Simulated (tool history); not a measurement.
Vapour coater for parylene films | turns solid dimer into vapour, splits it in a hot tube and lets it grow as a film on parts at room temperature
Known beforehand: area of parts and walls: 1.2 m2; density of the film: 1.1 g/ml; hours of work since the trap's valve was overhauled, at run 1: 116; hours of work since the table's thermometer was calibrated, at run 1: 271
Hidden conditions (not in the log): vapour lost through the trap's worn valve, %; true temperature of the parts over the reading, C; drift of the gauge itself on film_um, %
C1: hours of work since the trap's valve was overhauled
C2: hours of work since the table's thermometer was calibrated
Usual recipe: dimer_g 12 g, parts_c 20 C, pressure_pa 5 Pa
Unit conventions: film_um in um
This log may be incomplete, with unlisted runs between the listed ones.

run 1 hour=0 | dimer_g=12 parts_c=20 pressure_pa=5 | C1=116 C2=271 | film_um=4.86
run 2 hour=48.6 | dimer_g=12 parts_c=19 pressure_pa=5 | C1=137 C2=291 | film_um=4.99
run 3 hour=98 | dimer_g=12 parts_c=13 pressure_pa=5 | C1=157 C2=311 | film_um=5.67
run 4 hour=144 | dimer_g=12 parts_c=13 pressure_pa=5 | C1=176 C2=330 | film_um=5.53
run 5 hour=186.7 | dimer_g=12 parts_c=13 pressure_pa=5 | C1=194 C2=348 | film_um=5.48
run 6 hour=238.9 | dimer_g=12 parts_c=13 pressure_pa=7.65 | C1=215 C2=370 | film_um=5.16
-- hour=282 trap's valve overhauled
run 7 hour=305.4 | dimer_g=8 parts_c=14 pressure_pa=5 | C1=10 C2=396 | film_um=3.89
run 8 hour=343.9 | dimer_g=13 parts_c=14 pressure_pa=2.02 | C1=26 C2=412 | film_um=6.97
run 9 hour=394.2 | dimer_g=13 parts_c=14 pressure_pa=2.02 | C1=47 C2=432 | film_um=6.97
run 10 hour=446.2 | dimer_g=6 parts_c=17 pressure_pa=5 | C1=68 C2=454 | film_um=2.71

Predict each of these 4 candidate next runs independently; none follows another, all start after run 10:
run A hour=483.7 | dimer_g=17 parts_c=20 pressure_pa=5.78 | C1=84 C2=470 | film_um=?
run B hour=483.7 | dimer_g=8 parts_c=14 pressure_pa=2.7 | C1=84 C2=470 | film_um=?
run C hour=483.7 | dimer_g=6 parts_c=29 pressure_pa=5.95 | C1=84 C2=470 | film_um=?
run D hour=483.7 | dimer_g=22 parts_c=22 pressure_pa=11.54 | C1=84 C2=470 | film_um=?

run=A film_um=6.85
run=B film_um=4.1
run=C film_um=2.01
run=D film_um=7.79
With no hidden state in the tool, these same runs would have given:
run=A film_um=7.16
run=B film_um=4.29
run=C film_um=2.11
run=D film_um=8.15
